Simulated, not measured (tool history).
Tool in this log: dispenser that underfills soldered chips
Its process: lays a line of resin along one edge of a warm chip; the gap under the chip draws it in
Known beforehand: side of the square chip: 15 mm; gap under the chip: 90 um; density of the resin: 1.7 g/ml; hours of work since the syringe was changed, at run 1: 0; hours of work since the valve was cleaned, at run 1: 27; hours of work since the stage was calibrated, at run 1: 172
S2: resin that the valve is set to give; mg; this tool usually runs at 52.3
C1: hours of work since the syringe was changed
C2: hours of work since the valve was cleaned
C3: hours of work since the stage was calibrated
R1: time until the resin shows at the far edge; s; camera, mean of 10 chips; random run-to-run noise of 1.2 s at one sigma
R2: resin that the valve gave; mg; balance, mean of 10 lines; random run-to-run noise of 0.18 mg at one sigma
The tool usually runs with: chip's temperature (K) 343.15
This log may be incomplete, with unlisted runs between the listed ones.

run 1 day=0 | chip's_temperature_(K)=343.15 S2=52.3 | C1=0 C2=27 C3=172 | R1=112.6 R2=51.18
run 2 day=0.3 | chip's_temperature_(K)=343.15 S2=52.3 | C1=5 C2=32 C3=177 | R1=158.4 R2=50.57
-- day=0.375 new syringe of resin
run 3 day=0.55 | chip's_temperature_(K)=343.15 S2=52.3 | C1=3 C2=36 C3=182 | R1=139.1 R2=50.76
-- day=0.775 new syringe of resin
-- day=0.888 dispensing valve cleaned and set on the balance
run 4 day=1.058 | chip's_temperature_(K)=343.15 S2=52.3 | C1=4 C2=3 C3=190 | R1=147.6 R2=52.2
-- day=1.212 new syringe of resin
run 5 day=1.404 | chip's_temperature_(K)=343.15 S2=52.3 | C1=3 C2=9 C3=195 | R1=139.1 R2=51.72
-- day=1.604 new syringe of resin
run 6 day=1.733 | chip's_temperature_(K)=343.15 S2=52.3 | C1=2 C2=14 C3=201 | R1=128.7 R2=51.91
-- day=1.979 new syringe of resin
run 7 day=2.2 | chip's_temperature_(K)=343.15 S2=52.3 | C1=4 C2=22 C3=209 | R1=143.7 R2=51.32
-- day=2.367 new syringe of resin
run 8 day=2.683 | chip's_temperature_(K)=343.15 S2=52.3 | C1=6 C2=31 C3=217 | R1=162.2 R2=51.11
-- day=2.762 new syringe of resin
-- day=3.15 new syringe of resin
run 9 day=3.15 | chip's_temperature_(K)=343.15 S2=52.3 | C1=0 C2=39 C3=225 | R1=114.6 R2=50.67
-- day=3.329 dispensing valve cleaned and set on the balance
run 10 day=3.421 | chip's_temperature_(K)=343.15 S2=52.3 | C1=4 C2=2 C3=229 | R1=148.6 R2=52.17
-- day=3.575 new syringe of resin
run 11 day=3.633 | chip's_temperature_(K)=343.15 S2=52.3 | C1=1 C2=5 C3=233 | R1=117.2 R2=52.02
run 12 day=3.892 | chip's_temperature_(K)=343.15 S2=52.3 | C1=6 C2=10 C3=237 | R1=158 R2=52
-- day=3.946 new syringe of resin
-- day=4.325 new syringe of resin
run 13 day=4.325 | chip's_temperature_(K)=343.15 S2=52.3 | C1=0 C2=17 C3=244 | R1=109.1 R2=51.69
-- day=4.721 new syringe of resin
run 14 day=4.796 | chip's_temperature_(K)=343.15 S2=52.3 | C1=1 C2=25 C3=253 | R1=123.3 R2=50.86
-- day=5.1 new syringe of resin
run 15 day=5.117 | chip's_temperature_(K)=343.15 S2=52.3 | C1=0 C2=30 C3=258 | R1=110.7 R2=51.23
run 16 day=5.362 | chip's_temperature_(K)=340.15 S2=52.3 | C1=5 C2=35 C3=262 | R1=163.5 R2=50.78
-- day=5.5 new syringe of resin
run 17 day=5.654 | chip's_temperature_(K)=340.15 S2=52.3 | C1=3 C2=40 C3=267 | R1=149.8 R2=50.31
-- day=5.8 dispensing valve cleaned and set on the balance
-- day=5.912 new syringe of resin
run 18 day=5.917 | chip's_temperature_(K)=340.15 S2=52.3 | C1=0 C2=2 C3=271 | R1=122.9 R2=52.2
run 19 day=6.175 | chip's_temperature_(K)=333.15 S2=51.7 | C1=5 C2=6 C3=275 | R1=204.9 R2=51.29
-- day=6.317 new syringe of resin
run 20 day=6.612 | chip's_temperature_(K)=333.15 S2=51.7 | C1=5 C2=14 C3=283 | R1=216.7 R2=51.24
-- day=6.704 new syringe of resin
run 21 day=6.838 | chip's_temperature_(K)=332.15 S2=54.3 | C1=2 C2=18 C3=287 | R1=182.3 R2=53.61
-- day=7.088 new syringe of resin
run 22 day=7.138 | chip's_temperature_(K)=337.15 S2=64.1 | C1=1 C2=23 C3=292 | R1=137.1 R2=62.98
-- day=7.454 new syringe of resin
run 23 day=7.467 | chip's_temperature_(K)=348.15 S2=50.8 | C1=0 C2=28 C3=297 | R1=99.3 R2=49.77
run 24 day=7.75 | chip's_temperature_(K)=353.15 S2=46.7 | C1=5 C2=33 C3=302 | R1=118.1 R2=45.77
-- day=7.842 new syringe of resin
run 25 day=8.154 | chip's_temperature_(K)=347.15 S2=60.3 | C1=6 C2=40 C3=309 | R1=136.7 R2=58.27
-- day=8.221 new syringe of resin
-- day=8.262 dispensing valve cleaned and set on the balance
run 26 day=8.546 | chip's_temperature_(K)=347.15 S2=60.3 | C1=5 C2=5 C3=315 | R1=129.8 R2=60.46
-- day=8.662 new syringe of resin
run 27 day=8.938 | chip's_temperature_(K)=350.15 S2=51.6 | C1=5 C2=12 C3=322 | R1=121 R2=51.51
-- day=9.054 new syringe of resin
run 28 day=9.346 | chip's_temperature_(K)=337.15 S2=50.1 | C1=5 C2=19 C3=329 | R1=192.6 R2=49.4
-- day=9.433 new syringe of resin
run 29 day=9.65 | chip's_temperature_(K)=329.15 S2=53.5 | C1=4 C2=24 C3=334 | R1=222.1 R2=52.5
-- day=9.821 new syringe of resin
run 30 day=10.05 | chip's_temperature_(K)=354.15 S2=58.5 | C1=4 C2=31 C3=341 | R1=100.9 R2=56.9
-- day=10.2 new syringe of resin
run 31 day=10.45 | chip's_temperature_(K)=357.15 S2=50.5 | C1=4 C2=37 C3=348 | R1=97.4 R2=49.17
-- day=10.575 new syringe of resin
-- day=10.712 dispensing valve cleaned and set on the balance
run 32 day=10.712 | chip's_temperature_(K)=334.15 S2=58.9 | C1=2 C2=0 C3=351 | R1=164.1 R2=58.3
-- day=10.988 new syringe of resin
run 33 day=10.988 | chip's_temperature_(K)=348.15 S2=61.3 | C1=0 C2=5 C3=356 | R1=90.3 R2=60.89

Results for each run, recomputed without the tool's hidden state and with each run's random variation untouched:
Hidden state present: resin's viscosity, % of fresh resin's; dose that the valve gives, % of what is set; true chip temperature over the reading, C; drift of the gauge itself on fill_s, %; drift of the gauge itself on given_mg, %.
run=1 R1=115.1 R2=52.29
run=2 R1=115.6 R2=51.88
run=3 R1=114.2 R2=52.25
run=4 R1=114.1 R2=52.4
run=5 R1=114 R2=52.16
run=6 R1=115.7 R2=52.6
run=7 R1=115.4 R2=52.34
run=8 R1=115.2 R2=52.49
run=9 R1=115.6 R2=52.36
run=10 R1=116 R2=52.23
run=11 R1=114.6 R2=52.22
run=12 R1=115.2 R2=52.37
run=13 R1=115 R2=52.33
run=14 R1=115.9 R2=51.84
run=15 R1=114.1 R2=52.45
run=16 R1=127.4 R2=52.18
run=17 R1=130 R2=51.9
run=18 R1=126.6 R2=52.14
run=19 R1=158.2 R2=51.41
run=20 R1=162.8 R2=51.7
run=21 R1=163.3 R2=54.24
run=22 R1=137.3 R2=63.96
run=23 R1=100.4 R2=50.78
run=24 R1=86.3 R2=46.88
run=25 R1=99.9 R2=60.01
run=26 R1=99.2 R2=60.49
run=27 R1=92.3 R2=51.8
run=28 R1=144.2 R2=49.96
run=29 R1=180.2 R2=53.31
run=30 R1=81.2 R2=58.1
run=31 R1=77 R2=50.47
run=32 R1=154.3 R2=58.5
run=33 R1=95.7 R2=61.33
